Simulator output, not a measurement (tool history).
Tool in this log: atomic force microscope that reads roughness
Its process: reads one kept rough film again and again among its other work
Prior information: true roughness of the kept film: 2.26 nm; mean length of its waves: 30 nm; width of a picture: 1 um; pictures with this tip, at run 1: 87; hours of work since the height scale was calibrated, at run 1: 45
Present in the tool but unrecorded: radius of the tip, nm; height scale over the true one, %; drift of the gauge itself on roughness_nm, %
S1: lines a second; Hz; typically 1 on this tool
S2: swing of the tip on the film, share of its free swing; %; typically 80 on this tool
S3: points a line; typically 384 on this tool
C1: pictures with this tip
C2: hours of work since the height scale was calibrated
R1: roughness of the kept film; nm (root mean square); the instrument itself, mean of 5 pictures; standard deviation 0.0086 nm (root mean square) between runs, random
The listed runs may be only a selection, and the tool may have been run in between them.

run   hour    S1  S2    S3   C1   C2     R1
  1      0     1  80   384   87   45  1.828
  2    8.3     1  61   384  103   51  1.865
  3   17.9     1  61   384  122   58  1.859
  4   25.9     1  61   384  137   63  1.823
  5   35.2     1  80   384  154   70  1.755
  6   53.3     1  80   384  189   83  1.705
  7   71.1     1  80   384  223   95  1.688
  8     90     1  80   384  259  109  1.642
  9  108.5     1  80   384  294  122  1.606
 10  123.6     1  80   384  323  133  1.572
 11    133     1  80   384  341  139  1.555
 12  150.8     1  80   384  375  152  1.548
     155.2  -- new tip fitted
 13  160.4     1  80   384   10  158  1.895
 14  177.8     1  80   384   43  171  1.851
 15  186.4     1  80   384   59  177  1.816
 16  205.2  1.54  56   351   95  190  1.866
 17  220.8  1.16  73   786  125  201    1.8
 18  237.2  1.16  73   786  156  213  1.747
 19  251.1     1  90   384  182  223  1.636
 20  261.6  0.89  89   992  202  230  1.653
 21  280.2  0.89  89   992  238  243  1.614
 22  289.9  0.76  89   992  256  250  1.612
 23  308.4  3.49  80   289  291  263  1.362
 24  319.8  0.83  78   362  313  272  1.587
 25  338.9  3.35  70   553  350  285  1.442
 26  347.3  1.44  70   553  366  291  1.531
     357.1  -- new tip fitted
 27  363.8  1.44  58   280   13  302   1.95
 28  378.9  1.25  67  1008   42  313  1.917
 29    396  1.25  67   903   74  325  1.861
 30  415.6  1.81  60   439  112  339  1.837

Same runs, no hidden state in the tool, same run-to-run variation:
run     R1
  1   1.92
  2  1.978
  3  1.998
  4  1.976
  5  1.922
  6  1.908
  7  1.923
  8  1.912
  9  1.908
 10  1.898
 11  1.896
 12   1.92
 13  1.909
 14  1.905
 15  1.888
 16  1.983
 17  1.949
 18  1.932
 19  1.838
 20  1.882
 21  1.875
 22  1.895
 23  1.638
 24  1.933
 25  1.795
 26  1.921
 27  1.966
 28  1.975
 29  1.956
 30  1.978

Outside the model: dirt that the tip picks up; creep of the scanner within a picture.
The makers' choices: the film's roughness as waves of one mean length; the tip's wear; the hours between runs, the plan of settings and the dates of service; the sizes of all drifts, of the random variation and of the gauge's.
